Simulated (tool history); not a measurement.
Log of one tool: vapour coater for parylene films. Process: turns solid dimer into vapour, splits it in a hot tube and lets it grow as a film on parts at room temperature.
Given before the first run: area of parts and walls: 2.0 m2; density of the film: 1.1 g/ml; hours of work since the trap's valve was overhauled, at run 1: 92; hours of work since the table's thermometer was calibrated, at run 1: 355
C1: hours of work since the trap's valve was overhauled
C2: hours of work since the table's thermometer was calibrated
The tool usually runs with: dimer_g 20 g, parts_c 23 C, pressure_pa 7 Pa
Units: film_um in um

{"run": 1, "hour": 0.0, "dimer_g": 20, "parts_c": 23, "pressure_pa": 7, "C1": 92, "C2": 355, "film_um": 6.3}
{"run": 2, "hour": 13.7, "dimer_g": 20, "parts_c": 16, "pressure_pa": 7, "C1": 102, "C2": 365, "film_um": 8.33}
{"run": 3, "hour": 22.5, "dimer_g": 20, "parts_c": 16, "pressure_pa": 7, "C1": 109, "C2": 372, "film_um": 8.23}
{"run": 4, "hour": 36.6, "dimer_g": 20, "parts_c": 16, "pressure_pa": 7, "C1": 120, "C2": 383, "film_um": 8.21}
{"run": 5, "hour": 51.1, "dimer_g": 20, "parts_c": 16, "pressure_pa": 7, "C1": 131, "C2": 394, "film_um": 8.22}
{"run": 6, "hour": 57.7, "dimer_g": 20, "parts_c": 16, "pressure_pa": 7, "C1": 136, "C2": 399, "film_um": 8.07}
{"run": 7, "hour": 65.1, "dimer_g": 20, "parts_c": 16, "pressure_pa": 7, "C1": 142, "C2": 405, "film_um": 8.17}
{"run": 8, "hour": 74.2, "dimer_g": 20, "parts_c": 23, "pressure_pa": 11.42, "C1": 149, "C2": 412, "film_um": 5.7}
{"run": 9, "hour": 84.0, "dimer_g": 20, "parts_c": 23, "pressure_pa": 7, "C1": 157, "C2": 420, "film_um": 6.3}
{"run": 10, "hour": 91.6, "dimer_g": 20, "parts_c": 23, "pressure_pa": 7, "C1": 163, "C2": 426, "film_um": 6.29}
{"hour": 93.3, "done": "table's thermometer calibrated"}
{"run": 11, "hour": 99.9, "dimer_g": 20, "parts_c": 23, "pressure_pa": 7, "C1": 168, "C2": 5, "film_um": 6.24}
{"run": 12, "hour": 110.8, "dimer_g": 13, "parts_c": 23, "pressure_pa": 7, "C1": 177, "C2": 14, "film_um": 4.1}
{"run": 13, "hour": 123.0, "dimer_g": 13, "parts_c": 23, "pressure_pa": 7, "C1": 186, "C2": 23, "film_um": 4.08}
{"run": 14, "hour": 133.7, "dimer_g": 13, "parts_c": 23, "pressure_pa": 7, "C1": 195, "C2": 31, "film_um": 4.04}
{"run": 15, "hour": 148.0, "dimer_g": 13, "parts_c": 23, "pressure_pa": 7, "C1": 206, "C2": 42, "film_um": 4.05}
{"run": 16, "hour": 155.0, "dimer_g": 13, "parts_c": 23, "pressure_pa": 7, "C1": 211, "C2": 48, "film_um": 4.07}
{"hour": 163.5, "done": "table's thermometer calibrated, once more"}
{"run": 17, "hour": 166.2, "dimer_g": 13, "parts_c": 23, "pressure_pa": 7, "C1": 219, "C2": 2, "film_um": 3.99}
{"run": 18, "hour": 176.9, "dimer_g": 9, "parts_c": 23, "pressure_pa": 7, "C1": 227, "C2": 10, "film_um": 2.82}
{"run": 19, "hour": 184.6, "dimer_g": 22, "parts_c": 16, "pressure_pa": 3.07, "C1": 233, "C2": 16, "film_um": 9.28}
{"run": 20, "hour": 193.5, "dimer_g": 28, "parts_c": 17, "pressure_pa": 4.68, "C1": 240, "C2": 23, "film_um": 11.75}
{"run": 21, "hour": 202.7, "dimer_g": 20, "parts_c": 19, "pressure_pa": 7, "C1": 247, "C2": 30, "film_um": 7.11}
{"run": 22, "hour": 211.5, "dimer_g": 10, "parts_c": 26, "pressure_pa": 2.57, "C1": 254, "C2": 37, "film_um": 3.44}
{"run": 23, "hour": 218.3, "dimer_g": 29, "parts_c": 30, "pressure_pa": 4.84, "C1": 259, "C2": 42, "film_um": 7.42}
{"run": 24, "hour": 225.6, "dimer_g": 29, "parts_c": 30, "pressure_pa": 4.84, "C1": 265, "C2": 48, "film_um": 7.44}
{"run": 25, "hour": 240.0, "dimer_g": 13, "parts_c": 24, "pressure_pa": 3.93, "C1": 276, "C2": 59, "film_um": 4.32}
{"run": 26, "hour": 253.4, "dimer_g": 20, "parts_c": 21, "pressure_pa": 2.5, "C1": 286, "C2": 70, "film_um": 8.24}
{"run": 27, "hour": 267.9, "dimer_g": 20, "parts_c": 23, "pressure_pa": 4.49, "C1": 298, "C2": 81, "film_um": 6.76}
{"run": 28, "hour": 281.3, "dimer_g": 20, "parts_c": 23, "pressure_pa": 4.49, "C1": 308, "C2": 91, "film_um": 6.65}
{"run": 29, "hour": 294.7, "dimer_g": 16, "parts_c": 20, "pressure_pa": 11.54, "C1": 318, "C2": 102, "film_um": 4.9}
{"run": 30, "hour": 305.4, "dimer_g": 16, "parts_c": 20, "pressure_pa": 11.54, "C1": 327, "C2": 110, "film_um": 4.88}
{"run": 31, "hour": 316.3, "dimer_g": 22, "parts_c": 17, "pressure_pa": 11.51, "C1": 335, "C2": 118, "film_um": 7.44}
{"run": 32, "hour": 324.9, "dimer_g": 17, "parts_c": 23, "pressure_pa": 7.42, "C1": 342, "C2": 125, "film_um": 5.02}
{"run": 33, "hour": 334.3, "dimer_g": 23, "parts_c": 18, "pressure_pa": 8.05, "C1": 349, "C2": 132, "film_um": 8.11}
{"run": 34, "hour": 348.9, "dimer_g": 14, "parts_c": 23, "pressure_pa": 7, "C1": 360, "C2": 144, "film_um": 4.24}

Predict each of these 3 candidate next runs independently; none follows another, all start after run 34:
{"run": "A", "hour": 363.0, "dimer_g": 30, "parts_c": 23, "pressure_pa": 7, "C1": 371, "C2": 155, "film_um": "?"}
{"run": "B", "hour": 363.0, "dimer_g": 14, "parts_c": 23, "pressure_pa": 3.84, "C1": 371, "C2": 155, "film_um": "?"}
{"run": "C", "hour": 363.0, "dimer_g": 27, "parts_c": 23, "pressure_pa": 7, "C1": 371, "C2": 155, "film_um": "?"}

run=A film_um=9.01
run=B film_um=4.74
run=C film_um=8.1
Stripped of hidden state, with their random variation kept, the same runs would have yielded:
run=A film_um=9.74
run=B film_um=5.12
run=C film_um=8.75
